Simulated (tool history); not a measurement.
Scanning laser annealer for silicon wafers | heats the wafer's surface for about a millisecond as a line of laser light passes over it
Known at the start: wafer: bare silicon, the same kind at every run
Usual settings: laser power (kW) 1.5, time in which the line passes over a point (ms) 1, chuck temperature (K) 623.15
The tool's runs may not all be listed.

run   hour  laser power (kW)  time in which the line passes over a point (ms)  chuck temperature (K)  highest temperature of the surface (K)
  1      0               1.5                                                1                 623.15                                 1331.15
  2    9.9               1.5                                                1                 623.15                                 1328.15
  3   20.9               1.5                                                1                 623.15                                 1329.15
  4   35.6               1.5                                                1                 623.15                                 1327.15
  5   46.7               1.5                                                1                 623.15                                 1327.15
  6   64.3             1.314                                                1                 623.15                                 1232.15
  7   81.4               1.5                                                1                 623.15                                 1323.15
  8   97.5               1.5                                                1                 623.15                                 1324.15
  9  106.8               1.5                                                1                 620.15                                 1322.15
 10    118               1.5                                                1                 656.15                                 1356.15
 11  131.2             1.548                                                1                 623.15                                 1347.15
 12  140.8             1.548                                                1                 623.15                                 1347.15
 13  158.3               1.5                                                1                 601.15                                 1296.15
 14  172.4               1.5                                                1                 601.15                                 1293.15
 15  182.1               1.5                                                1                 623.15                                 1317.15
 16  194.2               1.5                                             0.75                 623.15                                 1231.15
 17  203.1               1.5                                             0.75                 623.15                                 1229.15
 18  221.4             1.345                                                1                 623.15                                 1241.15
 19  231.7               1.5                                             1.11                 623.15                                 1350.15
 20  248.4               1.5                                             1.11                 623.15                                 1349.15
 21  261.8               1.5                                             1.11                 623.15                                 1349.15
     265.7  -- laser's power meter calibrated
 22  274.5              1.36                                             1.01                 652.15                                 1273.15
 23  282.4             1.613                                             1.01                 622.15                                 1371.15
 24  291.8             1.613                                             1.06                 641.15                                 1407.15
 25  303.7             1.587                                             1.17                 652.15                                 1435.15
 26  320.5             1.587                                             1.17                 652.15                                 1435.15
 27  331.8             1.587                                             1.17                 652.15                                 1437.15
 28  340.1             1.587                                             1.17                 652.15                                 1435.15
 29  355.5             1.366                                             1.04                 660.15                                 1288.15
     363.3  -- laser's power meter calibrated, once more
 30  372.6             1.366                                             1.04                 660.15                                 1293.15
 31  385.6             1.363                                             1.09                 648.15                                 1291.15
 32  397.5             1.615                                             0.74                 648.15                                 1285.15
 33  414.7             1.618                                             0.71                 604.15                                 1229.15
 34  430.1             1.323                                              1.2                 623.15                                 1270.15
 35  439.2             1.323                                              1.2                 623.15                                 1274.15
 36  449.8               1.5                                             1.18                 621.15                                 1354.15
 37  465.1             1.476                                             1.23                 590.15                                 1324.15
 38  480.6             1.434                                             1.24                 597.15                                 1310.15
 39    497             1.398                                             1.13                 623.15                                 1287.15
 40  515.4             1.398                                             1.13                 661.15                                 1319.15
 41  527.5             1.521                                                1                 623.15                                 1305.15
 42  541.1             1.583                                             0.74                 618.15                                 1229.15

The same runs without the tool's hidden state, with the same run-to-run variation:
The hidden state here: light that passes the window, % of a clean one's; laser's true power over the reading, %; width of the line over the set one, %; drift of the gauge itself on peak_c, C.
run  highest temperature of the surface (K)
  1                                 1344.15
  2                                 1342.15
  3                                 1343.15
  4                                 1343.15
  5                                 1343.15
  6                                 1247.15
  7                                 1341.15
  8                                 1344.15
  9                                 1342.15
 10                                 1376.15
 11                                 1369.15
 12                                 1370.15
 13                                 1320.15
 14                                 1318.15
 15                                 1342.15
 16                                 1253.15
 17                                 1252.15
 18                                 1266.15
 19                                 1380.15
 20                                 1381.15
 21                                 1381.15
 22                                 1302.15
 23                                 1407.15
 24                                 1443.15
 25                                 1473.15
 26                                 1475.15
 27                                 1477.15
 28                                 1476.15
 29                                 1322.15
 30                                 1328.15
 31                                 1327.15
 32                                 1321.15
 33                                 1266.15
 34                                 1309.15
 35                                 1315.15
 36                                 1401.15
 37                                 1372.15
 38                                 1358.15
 39                                 1332.15
 40                                 1366.15
 41                                 1354.15
 42                                 1273.15
